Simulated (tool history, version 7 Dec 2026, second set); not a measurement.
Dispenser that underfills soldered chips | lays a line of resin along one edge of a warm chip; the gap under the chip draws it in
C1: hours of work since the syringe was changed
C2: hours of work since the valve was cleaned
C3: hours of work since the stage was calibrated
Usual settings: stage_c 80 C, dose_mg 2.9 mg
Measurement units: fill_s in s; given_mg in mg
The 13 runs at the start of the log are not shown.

At day 4.671: new syringe of resin.
Run 14, day 4.708: usual settings but stage_c 86 C; C1 1; C2 36; C3 175. Result: fill_s 10.7 s, given_mg 2.85 mg.
At day 5.162: new syringe of resin.
Run 15, day 5.162: usual settings; C1 0; C2 44; C3 182. Result: fill_s 12.3 s, given_mg 2.89 mg.
Run 16, day 5.479: usual settings but stage_c 66 C; C1 5; C2 49; C3 188. Result: fill_s 37.6 s, given_mg 2.82 mg.
At day 5.667: new syringe of resin.
Run 17, day 5.892: usual settings; C1 4; C2 56; C3 195. Result: fill_s 18.8 s, given_mg 2.8 mg.
Run 18, day 6.125: usual settings but dose_mg 3.27 mg; C1 8; C2 60; C3 199. Result: fill_s 25.4 s, given_mg 3.14 mg.
At day 6.162: new syringe of resin.
Run 19, day 6.454: usual settings but dose_mg 3.27 mg; C1 5; C2 66; C3 204. Result: fill_s 19.5 s, given_mg 3.15 mg.
At day 6.667: new syringe of resin.
Run 20, day 6.954: usual settings but stage_c 82 C, dose_mg 3.71 mg; C1 5; C2 74; C3 213. Result: fill_s 18.3 s, given_mg 3.54 mg.
At day 7.167: new syringe of resin.
Run 21, day 7.375: usual settings but stage_c 78 C, dose_mg 2.83 mg; C1 4; C2 81; C3 220. Result: fill_s 18.9 s, given_mg 2.65 mg.
Run 22, day 7.583: usual settings but stage_c 76 C, dose_mg 3.22 mg; C1 7; C2 85; C3 223. Result: fill_s 28.3 s, given_mg 3.05 mg.
At day 7.683: new syringe of resin.
Run 23, day 8.021: usual settings but stage_c 73 C, dose_mg 3.53 mg; C1 6; C2 92; C3 231. Result: fill_s 27.7 s, given_mg 3.35 mg.
At day 8.204: new syringe of resin.
Run 24, day 8.292: usual settings but stage_c 84 C, dose_mg 3.21 mg; C1 2; C2 97; C3 235. Result: fill_s 12.5 s, given_mg 3.05 mg.
Run 25, day 8.562: usual settings but stage_c 84 C, dose_mg 3.21 mg; C1 6; C2 102; C3 240. Result: fill_s 18.2 s, given_mg 3.01 mg.
At day 8.733: new syringe of resin.
At day 8.983: dispensing valve cleaned and set on the balance.
Run 26, day 9.038: usual settings but stage_c 95 C, dose_mg 3.49 mg; C1 5; C2 1; C3 247. Result: fill_s 10.9 s, given_mg 3.48 mg.
At day 9.275: new syringe of resin.
Run 27, day 9.288: usual settings but stage_c 65 C, dose_mg 2.59 mg; C1 0; C2 5; C3 251. Result: fill_s 25.3 s, given_mg 2.58 mg.
Run 28, day 9.696: usual settings but stage_c 65 C, dose_mg 2.59 mg; C1 7; C2 12; C3 258. Result: fill_s 47.4 s, given_mg 2.52 mg.
At day 9.775: new syringe of resin.
Run 29, day 10: usual settings but stage_c 94 C, dose_mg 3.32 mg; C1 4; C2 17; C3 263. Result: fill_s 10 s, given_mg 3.34 mg.
At day 10.288: new syringe of resin.
Run 30, day 10.367: usual settings but stage_c 94 C, dose_mg 3.32 mg; C1 1; C2 23; C3 269. Result: fill_s 8.4 s, given_mg 3.27 mg.
Run 31, day 10.754: usual settings but stage_c 94 C, dose_mg 3.32 mg; C1 8; C2 30; C3 276. Result: fill_s 14.7 s, given_mg 3.24 mg.
At day 10.8: new syringe of resin.
Run 32, day 11.096: usual settings but stage_c 88 C, dose_mg 3.16 mg; C1 5; C2 36; C3 282. Result: fill_s 14.9 s, given_mg 3.1 mg.
At day 11.312: new syringe of resin.
Run 33, day 11.425: usual settings but stage_c 88 C, dose_mg 3.16 mg; C1 2; C2 41; C3 287. Result: fill_s 10.9 s, given_mg 3.07 mg.
At day 11.829: new syringe of resin.
Run 34, day 11.862: usual settings but stage_c 72 C, dose_mg 2.82 mg; C1 1; C2 49; C3 295. Result: fill_s 18.6 s, given_mg 2.74 mg.

3 options for the next run, each taken on its own from the tool as it stands now. Forecast them:
Run A, day 12.283: usual settings but stage_c 89 C, dose_mg 2.55 mg; C1 8; C2 56; C3 302. Result: fill_s ?, given_mg ?.
Run B, day 12.283: usual settings but stage_c 86 C, dose_mg 3.53 mg; C1 8; C2 56; C3 302. Result: fill_s ?, given_mg ?.
Run C, day 12.283: usual settings but stage_c 83 C, dose_mg 3.22 mg; C1 8; C2 56; C3 302. Result: fill_s ?, given_mg ?.

run  fill_s  given_mg
  A    19.2      2.47
  B    20.2      3.43
  C    22.5      3.15
Had the tool no hidden state, the same runs would have come out as:
run  fill_s  given_mg
  A     8.6      2.55
  B     9.6      3.54
  C    10.4      3.25
